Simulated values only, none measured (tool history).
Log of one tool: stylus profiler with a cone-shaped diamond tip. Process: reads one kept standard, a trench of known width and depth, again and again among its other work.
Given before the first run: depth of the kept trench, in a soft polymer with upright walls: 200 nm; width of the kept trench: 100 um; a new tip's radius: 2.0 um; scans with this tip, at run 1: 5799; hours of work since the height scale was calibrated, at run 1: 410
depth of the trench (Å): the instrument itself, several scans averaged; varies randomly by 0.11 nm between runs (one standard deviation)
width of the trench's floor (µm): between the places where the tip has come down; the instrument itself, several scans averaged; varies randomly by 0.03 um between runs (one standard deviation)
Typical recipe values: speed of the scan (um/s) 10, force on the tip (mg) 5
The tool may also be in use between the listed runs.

run   hour  speed of the scan (um/s)  force on the tip (mg)  scans with this tip  hours of work since the height scale was calibrated  depth of the trench (Å)  width of the trench's floor (µm)
  1      0                        10                      5                 5799                                                  410                   2024.1                             97.81
  2   14.5                        10                   1.82                 5913                                                  418                   2013.1                             97.78
  3   27.9                        10                   1.82                 6018                                                  426                   2014.6                             97.73
  4   44.6                        10                   1.82                 6149                                                  435                   2015.5                             97.83
  5   58.6                        10                   1.82                 6258                                                  442                     2015                             97.75
  6   76.6                        10                   1.82                 6400                                                  452                   2016.1                             97.81
  7   91.2                        10                   1.82                 6514                                                  461                   2015.5                             97.71
  8  107.7                        10                   1.82                 6643                                                  470                   2016.7                             97.75
  9  116.4                        10                      5                 6711                                                  474                   2024.8                             97.77
 10  127.7                        10                      5                 6800                                                  481                   2025.4                             97.78
 11  138.6                        10                      5                 6885                                                  487                   2025.2                             97.74
     140.1  -- height scale calibrated on a step standard
 12  150.4                        10                      5                 6974                                                    6                   2027.1                              97.8
 13  167.6                        10                      5                 7108                                                   15                     2029                             97.73
 14  183.2                         7                      5                 7231                                                   24                   2027.1                             97.77
 15  191.9                         4                   6.99                 7299                                                   29                   2032.5                             97.75
 16  206.5                         4                   6.99                 7413                                                   37                   2032.2                             97.73
     214.5  -- height scale calibrated on a step standard, once more
 17  221.6                         4                   6.99                 7528                                                    4                   2024.5                             97.69
 18  235.6                        10                   6.26                 7637                                                   12                   2022.7                             97.74
 19  254.4                         4                   6.96                 7784                                                   22                   2023.2                             97.75

Run 20 is up next; what results do you expect?
 20  267.7                        18                   6.88                 7889                                                   29                        ?                                 ?

Logged for run 20: depth of the trench (Å) 2024.1, width of the trench's floor (µm) 97.65.
Were there no unlogged condition in the tool, this run, its random variation unchanged, would have produced depth of the trench (Å) 2024.6, width of the trench's floor (µm) 98.18.
